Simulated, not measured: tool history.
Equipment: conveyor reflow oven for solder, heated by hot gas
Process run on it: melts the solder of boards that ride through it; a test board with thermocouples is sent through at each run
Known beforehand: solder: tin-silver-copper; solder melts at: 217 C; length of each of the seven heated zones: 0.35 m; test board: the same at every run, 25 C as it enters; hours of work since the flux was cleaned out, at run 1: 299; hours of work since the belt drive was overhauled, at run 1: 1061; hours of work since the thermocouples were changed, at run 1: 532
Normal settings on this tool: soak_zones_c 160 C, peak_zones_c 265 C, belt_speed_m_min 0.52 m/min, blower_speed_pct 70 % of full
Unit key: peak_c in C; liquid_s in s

| run | hour | soak_zones_c | peak_zones_c | belt_speed_m_min | blower_speed_pct | hours of work since the flux was cleaned out | hours of work since the belt drive was overhauled | hours of work since the thermocouples were changed | peak_c | liquid_s |
|---|---|---|---|---|---|---|---|---|---|---|
| 1 | 0 | 160 | 265 | 0.52 | 70 | 299 | 1061 | 532 | 245.9 | 51.3 |
| 2 | 24.9 | 160 | 265 | 0.52 | 70 | 319 | 1081 | 552 | 245.9 | 50.4 |
|  | 37.2 | flux residue cleaned out of gas plates and filters |
| 3 | 62.2 | 160 | 265 | 0.52 | 70 | 20 | 1107 | 577 | 247.9 | 53.8 |
| 4 | 86.1 | 160 | 265 | 0.52 | 70 | 39 | 1126 | 596 | 248.9 | 53.3 |
| 5 | 104.8 | 160 | 267 | 0.52 | 70 | 54 | 1141 | 611 | 249.3 | 55.8 |
| 6 | 124.6 | 160 | 265 | 0.52 | 70 | 70 | 1157 | 627 | 247.5 | 54.8 |
| 7 | 157 | 160 | 265 | 0.52 | 70 | 96 | 1183 | 653 | 248.3 | 54.2 |
| 8 | 190.8 | 160 | 265 | 0.52 | 70 | 122 | 1209 | 680 | 247.5 | 53.7 |
|  | 216.2 | thermocouples of zones 6 and 7 changed |
| 9 | 221.3 | 160 | 265 | 0.52 | 70 | 145 | 1232 | 4 | 248.8 | 53.7 |
| 10 | 258.8 | 160 | 265 | 0.52 | 75 | 175 | 1262 | 34 | 249.5 | 56.1 |
| 11 | 285.6 | 160 | 265 | 0.52 | 75 | 197 | 1284 | 55 | 249 | 55 |
|  | 292.5 | belt drive overhauled, speed set with a stopwatch |
| 12 | 311.8 | 160 | 265 | 0.52 | 75 | 214 | 15 | 73 | 249.6 | 55.8 |
| 13 | 346.2 | 160 | 265 | 0.52 | 75 | 242 | 43 | 100 | 249.1 | 55.6 |
| 14 | 363.6 | 160 | 265 | 0.52 | 86 | 256 | 57 | 114 | 251.2 | 59.1 |
| 15 | 381.2 | 160 | 265 | 0.52 | 70 | 270 | 71 | 128 | 248.1 | 54.5 |
|  | 420.3 | belt drive overhauled, speed set with a stopwatch, once more |
| 16 | 423.3 | 160 | 265 | 0.52 | 70 | 300 | 2 | 159 | 246.4 | 51 |
| 17 | 445.4 | 171 | 270 | 0.449 | 71 | 318 | 20 | 176 | 256.6 | 74 |
|  | 460.1 | flux residue cleaned out of gas plates and filters |
| 18 | 477.2 | 146 | 265 | 0.52 | 83 | 14 | 41 | 198 | 251 | 52.4 |
| 19 | 515.2 | 160 | 265 | 0.498 | 64 | 44 | 72 | 228 | 249.1 | 55.6 |
| 20 | 540.4 | 167 | 265 | 0.52 | 70 | 64 | 92 | 248 | 249.8 | 56.4 |
| 21 | 572.8 | 147 | 267 | 0.427 | 84 | 90 | 118 | 274 | 257.7 | 72.6 |
| 22 | 595.3 | 147 | 267 | 0.427 | 84 | 108 | 136 | 292 | 257.7 | 73 |
| 23 | 625.2 | 147 | 267 | 0.427 | 53 | 132 | 159 | 316 | 248.8 | 61.1 |
| 24 | 650.5 | 149 | 265 | 0.52 | 70 | 152 | 180 | 336 | 246 | 47.2 |
| 25 | 676.5 | 166 | 254 | 0.564 | 51 | 173 | 200 | 357 | 230.3 | 26.5 |
| 26 | 693.2 | 166 | 254 | 0.477 | 50 | 186 | 214 | 370 | 235.9 | 42.7 |
| 27 | 709.6 | 166 | 254 | 0.477 | 50 | 199 | 227 | 383 | 234.8 | 43.5 |
| 28 | 727.6 | 165 | 265 | 0.604 | 70 | 213 | 241 | 398 | 242.2 | 40.5 |
| 29 | 745.7 | 166 | 255 | 0.543 | 70 | 228 | 256 | 412 | 237.7 | 41.4 |
| 30 | 773.4 | 151 | 255 | 0.569 | 70 | 250 | 278 | 434 | 232 | 28 |
| 31 | 791.7 | 151 | 255 | 0.569 | 70 | 265 | 292 | 449 | 232.5 | 28.3 |

Here are 3 independent what-if runs from the current tool condition. What would each one return?
| A | 821.3 | 157 | 265 | 0.52 | 69 | 288 | 316 | 472 | ? | ? |
| B | 821.3 | 169 | 268 | 0.428 | 70 | 288 | 316 | 472 | ? | ? |
| C | 821.3 | 159 | 260 | 0.52 | 71 | 288 | 316 | 472 | ? | ? |

| run | peak_c | liquid_s |
|---|---|---|
| A | 245.6 | 47.9 |
| B | 255.7 | 76.4 |
| C | 241.2 | 46.5 |
Without the tool's hidden state the same runs would have given:
| run | peak_c | liquid_s |
|---|---|---|
| A | 249.8 | 52.3 |
| B | 259 | 79.1 |
| C | 245.3 | 51.3 |
